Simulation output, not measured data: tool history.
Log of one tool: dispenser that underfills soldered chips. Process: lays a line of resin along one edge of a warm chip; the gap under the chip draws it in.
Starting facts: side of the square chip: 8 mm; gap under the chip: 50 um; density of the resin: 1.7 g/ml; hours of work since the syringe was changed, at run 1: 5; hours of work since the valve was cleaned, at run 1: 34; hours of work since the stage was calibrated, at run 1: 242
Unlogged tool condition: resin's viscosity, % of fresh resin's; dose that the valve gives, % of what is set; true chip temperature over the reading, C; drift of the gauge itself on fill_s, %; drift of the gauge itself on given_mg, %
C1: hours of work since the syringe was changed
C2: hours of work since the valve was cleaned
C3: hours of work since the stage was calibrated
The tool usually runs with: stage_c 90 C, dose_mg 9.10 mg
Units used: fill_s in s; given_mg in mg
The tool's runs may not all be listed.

run 1 hour=0.0 | stage_c=90 dose_mg=9.10 | C1=5 C2=34 C3=242 | fill_s=77.3 given_mg=9.09
-- hour=0.8 new syringe of resin
run 2 hour=8.5 | stage_c=90 dose_mg=9.10 | C1=5 C2=39 C3=247 | fill_s=77.6 given_mg=9.01
-- hour=10.1 new syringe of resin
run 3 hour=14.7 | stage_c=90 dose_mg=9.10 | C1=3 C2=43 C3=251 | fill_s=70.4 given_mg=8.88
-- hour=19.6 new syringe of resin
run 4 hour=20.6 | stage_c=90 dose_mg=9.10 | C1=1 C2=47 C3=254 | fill_s=64.8 given_mg=8.92
run 5 hour=26.9 | stage_c=90 dose_mg=9.10 | C1=5 C2=50 C3=258 | fill_s=76.5 given_mg=8.88
-- hour=28.7 new syringe of resin
run 6 hour=34.9 | stage_c=90 dose_mg=9.10 | C1=4 C2=55 C3=263 | fill_s=75.8 given_mg=8.97
-- hour=37.9 new syringe of resin
run 7 hour=44.5 | stage_c=90 dose_mg=9.10 | C1=4 C2=61 C3=269 | fill_s=77.1 given_mg=8.95
-- hour=47.8 new syringe of resin
run 8 hour=50.4 | stage_c=90 dose_mg=9.10 | C1=2 C2=65 C3=272 | fill_s=69.1 given_mg=8.91
-- hour=57.4 new syringe of resin
run 9 hour=57.4 | stage_c=82 dose_mg=9.11 | C1=0 C2=69 C3=276 | fill_s=90.8 given_mg=8.85
run 10 hour=62.8 | stage_c=78 dose_mg=9.55 | C1=3 C2=72 C3=280 | fill_s=122.0 given_mg=9.18
-- hour=67.2 new syringe of resin
run 11 hour=70.4 | stage_c=78 dose_mg=9.55 | C1=2 C2=77 C3=284 | fill_s=117.9 given_mg=9.35
run 12 hour=75.1 | stage_c=78 dose_mg=9.55 | C1=5 C2=80 C3=287 | fill_s=131.2 given_mg=9.32

3 ways to go on from here, each from the tool as it stands after run 12. What would each give?
-- hour=76.7 new syringe of resin
run A hour=85.3 | stage_c=97 dose_mg=9.08 | C1=5 C2=86 C3=293 | fill_s=? given_mg=?
-- hour=76.7 new syringe of resin
run B hour=85.3 | stage_c=78 dose_mg=8.67 | C1=5 C2=86 C3=293 | fill_s=? given_mg=?
-- hour=76.7 new syringe of resin
run C hour=85.3 | stage_c=76 dose_mg=11.60 | C1=5 C2=86 C3=293 | fill_s=? given_mg=?

run=A fill_s=60.9 given_mg=8.85
run=B fill_s=134.2 given_mg=8.41
run=C fill_s=144.7 given_mg=11.25
With no hidden state in the tool, these same runs would have given:
run=A fill_s=46.8 given_mg=9.13
run=B fill_s=102.2 given_mg=8.68
run=C fill_s=110.7 given_mg=11.61

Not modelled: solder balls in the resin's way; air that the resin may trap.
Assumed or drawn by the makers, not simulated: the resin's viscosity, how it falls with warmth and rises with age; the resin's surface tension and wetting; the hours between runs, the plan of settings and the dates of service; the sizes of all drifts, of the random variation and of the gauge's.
